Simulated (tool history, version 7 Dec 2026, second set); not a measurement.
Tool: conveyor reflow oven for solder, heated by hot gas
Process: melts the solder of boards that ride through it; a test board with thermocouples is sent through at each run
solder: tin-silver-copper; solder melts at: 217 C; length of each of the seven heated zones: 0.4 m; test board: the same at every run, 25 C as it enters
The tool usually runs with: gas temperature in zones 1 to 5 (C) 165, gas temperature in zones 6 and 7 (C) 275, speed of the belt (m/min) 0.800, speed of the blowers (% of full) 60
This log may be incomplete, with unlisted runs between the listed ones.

run	hour	gas temperature in zones 1 to 5 (C)	gas temperature in zones 6 and 7 (C)	speed of the belt (m/min)	speed of the blowers (% of full)	highest temperature of the board (C)	time above the solder's melting point (s)
1	0.0	165	275	0.800	60	252.5	42.1
2	10.4	165	275	0.936	60	245.7	31.5
3	32.6	175	275	0.936	60	248.2	35.2
4	57.5	175	264	0.936	60	240.0	29.3
5	69.5	165	275	0.800	60	253.0	42.2
6	80.7	165	275	0.800	60	252.7	42.1
7	99.0	165	275	0.800	60	252.3	42.3
8	114.0	165	275	0.800	60	252.3	41.8
9	126.1	165	275	0.841	60	250.2	38.0
10	145.4	165	286	0.841	60	260.1	43.5
11	163.0	165	275	0.800	76	258.0	46.1
12	175.4	165	275	0.800	76	257.5	45.8
13	190.2	165	275	0.800	69	255.2	44.5
14	208.3	165	275	0.800	69	255.5	44.5
15	230.6	165	275	0.800	69	255.3	44.4
16	249.6	165	275	0.668	60	258.1	55.9
17	274.9	166	289	0.800	60	264.1	48.3
18	296.5	165	275	0.800	55	249.8	40.2
19	312.5	168	275	0.682	55	256.2	53.8
20	330.4	168	275	0.682	55	256.4	53.6
21	347.4	168	277	0.682	57	258.3	55.0
22	367.3	168	277	0.682	57	260.3	56.0
23	389.2	165	275	0.800	70	257.1	45.1
24	415.0	165	277	0.800	67	258.4	45.7
25	426.5	165	277	0.800	67	258.1	45.9
26	444.7	177	275	0.800	60	256.7	47.5
27	463.2	177	275	0.800	60	256.4	47.4
28	479.4	165	268	0.800	71	251.9	42.7
29	495.4	165	268	0.800	71	251.8	42.7
30	516.4	168	274	0.781	63	255.4	46.0
31	532.9	179	284	0.781	65	266.9	54.6

Put back what was entered between runs (3 entries, withheld): which listed runs does each sit between, and how does the hidden state differ from the listed run before to the listed run after?
Between runs 19 and 20: flux residue cleaned out of gas plates and filters (hour 319.3)
  heat that the gas passes to the board, % of a clean oven's: 96.4 -> 95.5; belt's true speed, % of the reading: 99.54 -> 99.53; true gas temperature in zones 6 and 7 over the reading, C: -2.01 -> -2.03
  measured result minus the result with no hidden state, highest temperature of the board (C): -2.4 -> -2.5; time above the solder's melting point (s): -1.2 -> -1.3
Between runs 21 and 22: thermocouples of zones 6 and 7 changed (hour 360.9)
  heat that the gas passes to the board, % of a clean oven's: 95.3 -> 95.2; belt's true speed, % of the reading: 99.51 -> 99.49; true gas temperature in zones 6 and 7 over the reading, C: -2.05 -> 0.11
  measured result minus the result with no hidden state, highest temperature of the board (C): -2.6 -> -0.6; time above the solder's melting point (s): -1.3 -> -0.2
Between runs 23 and 24: flux residue cleaned out of gas plates and filters, once more (hour 405.4)
  heat that the gas passes to the board, % of a clean oven's: 95 -> 98.5; belt's true speed, % of the reading: 99.46 -> 99.44; true gas temperature in zones 6 and 7 over the reading, C: 0.08 -> 0.05
  measured result minus the result with no hidden state, highest temperature of the board (C): -1.1 -> -0.1; time above the solder's melting point (s): -0.5 -> +0.2

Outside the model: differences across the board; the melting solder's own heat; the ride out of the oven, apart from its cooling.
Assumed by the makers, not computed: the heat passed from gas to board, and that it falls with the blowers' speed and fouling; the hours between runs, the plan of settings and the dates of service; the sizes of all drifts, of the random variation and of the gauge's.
